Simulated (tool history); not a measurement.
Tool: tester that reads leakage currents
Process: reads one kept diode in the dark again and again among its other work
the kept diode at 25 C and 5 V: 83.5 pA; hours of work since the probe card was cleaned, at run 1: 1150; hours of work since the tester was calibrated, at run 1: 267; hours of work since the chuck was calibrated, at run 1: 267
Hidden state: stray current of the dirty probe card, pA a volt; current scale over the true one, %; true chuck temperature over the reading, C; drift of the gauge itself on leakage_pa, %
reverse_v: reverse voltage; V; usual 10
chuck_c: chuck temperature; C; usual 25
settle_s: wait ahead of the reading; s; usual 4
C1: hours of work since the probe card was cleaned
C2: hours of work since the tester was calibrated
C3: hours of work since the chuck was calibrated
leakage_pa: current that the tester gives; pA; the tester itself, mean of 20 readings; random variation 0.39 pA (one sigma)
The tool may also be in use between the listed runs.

run 1 hour=0 | reverse_v=10 chuck_c=25 settle_s=4 | C1=1150 C2=267 C3=267 | leakage_pa=127.7
run 2 hour=14.1 | reverse_v=10 chuck_c=25 settle_s=4 | C1=1156 C2=273 C3=273 | leakage_pa=127.75
run 3 hour=37.9 | reverse_v=10 chuck_c=25 settle_s=4 | C1=1165 C2=283 C3=283 | leakage_pa=126.9
run 4 hour=52.6 | reverse_v=10 chuck_c=25 settle_s=4 | C1=1171 C2=289 C3=289 | leakage_pa=127.21
run 5 hour=76.2 | reverse_v=10 chuck_c=25 settle_s=4 | C1=1181 C2=298 C3=298 | leakage_pa=127
run 6 hour=93.3 | reverse_v=2.7 chuck_c=25 settle_s=4 | C1=1188 C2=305 C3=305 | leakage_pa=58.49
run 7 hour=112.8 | reverse_v=2.7 chuck_c=25 settle_s=4 | C1=1196 C2=313 C3=313 | leakage_pa=58.25
run 8 hour=128.4 | reverse_v=10 chuck_c=25 settle_s=4 | C1=1202 C2=319 C3=319 | leakage_pa=127.35
run 9 hour=141.4 | reverse_v=10 chuck_c=25 settle_s=4 | C1=1207 C2=325 C3=325 | leakage_pa=126.95
run 10 hour=154.9 | reverse_v=10 chuck_c=25 settle_s=0.5 | C1=1213 C2=330 C3=330 | leakage_pa=132.92
run 11 hour=177.4 | reverse_v=10 chuck_c=25 settle_s=4 | C1=1222 C2=339 C3=339 | leakage_pa=127.08
run 12 hour=194.7 | reverse_v=10 chuck_c=25 settle_s=4 | C1=1229 C2=346 C3=346 | leakage_pa=127.49
run 13 hour=210.3 | reverse_v=10 chuck_c=25 settle_s=4 | C1=1235 C2=352 C3=352 | leakage_pa=127.07
run 14 hour=236 | reverse_v=10 chuck_c=25 settle_s=4 | C1=1245 C2=363 C3=363 | leakage_pa=127.52
run 15 hour=257.4 | reverse_v=10 chuck_c=25 settle_s=6.19 | C1=1254 C2=371 C3=371 | leakage_pa=127.59
run 16 hour=283.8 | reverse_v=10 chuck_c=27 settle_s=4 | C1=1265 C2=382 C3=382 | leakage_pa=153.97
run 17 hour=297 | reverse_v=10 chuck_c=27 settle_s=4 | C1=1270 C2=387 C3=387 | leakage_pa=154.22
run 18 hour=310 | reverse_v=10 chuck_c=25 settle_s=0.4 | C1=1275 C2=393 C3=393 | leakage_pa=135.52
run 19 hour=335.5 | reverse_v=2.8 chuck_c=25 settle_s=4 | C1=1285 C2=403 C3=403 | leakage_pa=59.25
run 20 hour=361.2 | reverse_v=2.8 chuck_c=25 settle_s=4 | C1=1296 C2=413 C3=413 | leakage_pa=59.68
run 21 hour=384.5 | reverse_v=2.8 chuck_c=25 settle_s=4 | C1=1305 C2=423 C3=423 | leakage_pa=59.45
run 22 hour=409.7 | reverse_v=2.8 chuck_c=25 settle_s=4 | C1=1315 C2=433 C3=433 | leakage_pa=59.54
run 23 hour=427.1 | reverse_v=1.1 chuck_c=23 settle_s=1.24 | C1=1322 C2=440 C3=440 | leakage_pa=28.27
run 24 hour=446.5 | reverse_v=1.1 chuck_c=23 settle_s=1.24 | C1=1330 C2=448 C3=448 | leakage_pa=28.31
run 25 hour=474.4 | reverse_v=10 chuck_c=25 settle_s=3.8 | C1=1341 C2=459 C3=459 | leakage_pa=127.88
run 26 hour=487.5 | reverse_v=10 chuck_c=25 settle_s=3.8 | C1=1347 C2=464 C3=464 | leakage_pa=127.96
run 27 hour=514.8 | reverse_v=9.8 chuck_c=25 settle_s=0.33 | C1=1358 C2=475 C3=475 | leakage_pa=135.19
run 28 hour=531.1 | reverse_v=4.4 chuck_c=57 settle_s=6.83 | C1=1364 C2=482 C3=482 | leakage_pa=1232.98
run 29 hour=553.2 | reverse_v=4.4 chuck_c=57 settle_s=6.83 | C1=1373 C2=491 C3=491 | leakage_pa=1225.49
run 30 hour=576.3 | reverse_v=10 chuck_c=53 settle_s=0.32 | C1=1383 C2=500 C3=500 | leakage_pa=1478.39
run 31 hour=601.7 | reverse_v=10.2 chuck_c=33 settle_s=8.1 | C1=1393 C2=510 C3=510 | leakage_pa=269.83
run 32 hour=614.2 | reverse_v=10.2 chuck_c=33 settle_s=8.1 | C1=1398 C2=515 C3=515 | leakage_pa=269.98
run 33 hour=640.5 | reverse_v=2.5 chuck_c=46 settle_s=0.7 | C1=1408 C2=526 C3=526 | leakage_pa=363.22
run 34 hour=666.6 | reverse_v=19.5 chuck_c=46 settle_s=3.63 | C1=1419 C2=536 C3=536 | leakage_pa=1235.19
run 35 hour=684 | reverse_v=10 chuck_c=24 settle_s=7.31 | C1=1426 C2=543 C3=543 | leakage_pa=115.29
run 36 hour=710 | reverse_v=9.2 chuck_c=25 settle_s=1.41 | C1=1436 C2=554 C3=554 | leakage_pa=122.37
run 37 hour=724.2 | reverse_v=9.2 chuck_c=24 settle_s=1.35 | C1=1442 C2=560 C3=560 | leakage_pa=111.52
run 38 hour=749.9 | reverse_v=9.2 chuck_c=24 settle_s=1.35 | C1=1453 C2=570 C3=570 | leakage_pa=111.79
run 39 hour=775 | reverse_v=9.2 chuck_c=24 settle_s=1.35 | C1=1463 C2=580 C3=580 | leakage_pa=111.98
run 40 hour=803.5 | reverse_v=7.9 chuck_c=24 settle_s=0.44 | C1=1474 C2=592 C3=592 | leakage_pa=106.03

Some steps in leakage_pa between neighbouring runs. How much of each would the tool show without its hidden state too (settings, what came in, random variation), and how much is left for the hidden state, with any gauge scatter that isn't in both results?
Run 27 -> 28: reverse_v 9.8 -> 4.4, chuck_c 25 -> 57, settle_s 0.33 -> 6.83. leakage_pa +1097.79 pA: hidden state +0.67, all else +1097.12.
Run 30 -> 31: reverse_v 10 -> 10.2, chuck_c 53 -> 33, settle_s 0.32 -> 8.1. leakage_pa -1208.56 pA: hidden state -0.76, all else -1207.8.
Run 34 -> 35: reverse_v 19.5 -> 10, chuck_c 46 -> 24, settle_s 3.63 -> 7.31. leakage_pa -1119.9 pA: hidden state -0.82, all else -1119.08.
